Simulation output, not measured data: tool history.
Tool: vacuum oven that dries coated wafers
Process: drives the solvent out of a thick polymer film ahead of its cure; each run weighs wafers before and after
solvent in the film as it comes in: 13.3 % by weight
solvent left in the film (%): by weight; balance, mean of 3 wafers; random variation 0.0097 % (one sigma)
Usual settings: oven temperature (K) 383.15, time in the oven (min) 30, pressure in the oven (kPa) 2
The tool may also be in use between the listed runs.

run      day  oven temperature (K)  time in the oven (min)  pressure in the oven (kPa)  solvent left in the film (%)
  1        0                383.15                      30                           2                         1.585
  2    3.142                383.15                      30                           2                         1.571
  3    5.188                383.15                      30                           2                         1.581
       6.604  -- oven's thermocouples calibrated
  4    9.112                383.15                      30                           2                         1.578
  5   12.246                383.15                      30                           2                         1.578
  6   14.921                383.15                      30                           2                         1.576
  7   19.383                383.15                      30                           2                         1.578
  8   23.746                376.15                      30                           2                         2.677
  9   27.483                376.15                      30                           2                         2.696
 10   29.925                372.15                      30                           2                         3.541
 11   33.725                372.15                      30                           2                         3.531
 12   37.979                372.15                      30                           2                         3.559
 13   41.983                383.15                      30                           2                         1.574
 14   45.625                383.15                      30                           2                         1.554
 15   48.996                383.15                      30                           2                          1.57
 16   52.521                383.15                      30                           2                         1.565
 17     54.9                372.15                      30                           2                         3.553
 18   58.496                383.15                      30                        1.39                         1.236
 19   61.183                383.15                      30                           2                         1.571
 20   64.904                383.15                      30                           2                         1.581
 21   68.558                383.15                      30                           2                         1.564
 22   71.812                392.15                      30                           2                         0.898
 23   75.538                392.15                      50                           2                         0.836
 24   78.796                392.15                      50                           2                          0.84
 25   82.354                378.15                      50                        1.13                         0.962
 26   85.479                370.15                      30                           2                         4.035
 27   87.629                383.15                      30                        1.99                         1.561
 28   91.162                383.15                      30                        1.99                         1.581
      92.467  -- oven's thermocouples calibrated
 29   94.892                389.15                      31                        1.99                         1.033
 30   99.154                389.15                      31                        1.99                         1.029
 31  101.462                389.15                      31                        1.99                         1.042
 32  104.754                387.15                      53                        5.27                         2.604
 33  106.912                383.15                      27                           2                         1.721
 34  110.833                370.15                      30                        1.39                         3.599
 35   114.25                370.15                      30                        1.39                         3.617
 36  118.592                370.15                      30                        1.27                         3.527
 37    122.3                370.15                      30                        1.27                         3.517
 38  126.729                368.15                      30                        3.64                         5.746
 39  130.338                368.15                      30                        3.64                          5.74
 40  134.683                368.15                      17                        1.36                         6.102
 41  139.104                368.15                      35                        3.76                         5.422
 42  142.308                381.15                      35                        3.76                         2.621
 43  145.446                397.15                      30                        1.04                         0.384
 44  148.654                375.15                      49                           2                         1.894
 45  151.371                375.15                      49                           2                         1.906
 46  154.012                388.15                      30                        7.53                          3.72

4 ways to go on from here, each from the tool as it stands after run 46. What would each give?
  A  156.742                375.15                      20                        2.54                             ?
  B  156.742                380.15                      42                        3.15                             ?
  C  156.742                383.15                      52                           2                             ?
  D  156.742                370.15                      23                        1.14                             ?

run  solvent left in the film (%)
  A                         4.443
  B                         2.217
  C                         1.158
  D                         4.368
Without the tool's hidden state the same runs would have given:
run  solvent left in the film (%)
  A                         4.444
  B                         2.217
  C                         1.157
  D                         4.369
